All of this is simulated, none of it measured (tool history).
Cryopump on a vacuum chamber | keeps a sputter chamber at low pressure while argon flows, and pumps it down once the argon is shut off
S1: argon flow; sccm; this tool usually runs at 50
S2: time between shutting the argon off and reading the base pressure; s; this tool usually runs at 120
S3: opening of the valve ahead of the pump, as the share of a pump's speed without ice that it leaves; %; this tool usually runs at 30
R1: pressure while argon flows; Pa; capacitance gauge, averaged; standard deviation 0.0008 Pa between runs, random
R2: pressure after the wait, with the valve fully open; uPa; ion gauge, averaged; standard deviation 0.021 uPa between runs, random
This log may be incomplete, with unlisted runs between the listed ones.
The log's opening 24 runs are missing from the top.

run 25 hour=356.4 | S1=55 S2=70 S3=27 | R1=0.1979 R2=0.95
run 26 hour=368.4 | S1=55 S2=70 S3=27 | R1=0.198 R2=0.95
run 27 hour=387.3 | S1=52 S2=41 S3=27 | R1=0.1867 R2=1.34
run 28 hour=406.4 | S1=52 S2=26 S3=21 | R1=0.2386 R2=1.96
run 29 hour=422.7 | S1=29 S2=27 S3=21 | R1=0.1333 R2=2
run 30 hour=431.5 | S1=77 S2=120 S3=30 | R1=0.2502 R2=0.72
run 31 hour=444.6 | S1=30 S2=37 S3=33 | R1=0.0891 R2=1.47
run 32 hour=461.8 | S1=30 S2=76 S3=18 | R1=0.1599 R2=0.92
run 33 hour=475.3 | S1=69 S2=193 S3=49 | R1=0.141 R2=0.58
run 34 hour=492.5 | S1=69 S2=193 S3=49 | R1=0.1402 R2=0.56

Each row is a separate what-if for the run after 34, all from the same tool condition, not one after another. Results?
run A hour=504.2 | S1=31 S2=27 S3=30 | R1=? R2=?
run B hour=504.2 | S1=50 S2=155 S3=31 | R1=? R2=?
run C hour=504.2 | S1=69 S2=193 S3=24 | R1=? R2=?

run=A R1=0.1007 R2=1.91
run=B R1=0.1571 R2=0.63
run=C R1=0.2793 R2=0.56
Take away the tool's hidden state, keep each run's random variation, and the runs would have read:
run=A R1=0.0971 R2=1.72
run=B R1=0.1513 R2=0.44
run=C R1=0.2713 R2=0.37
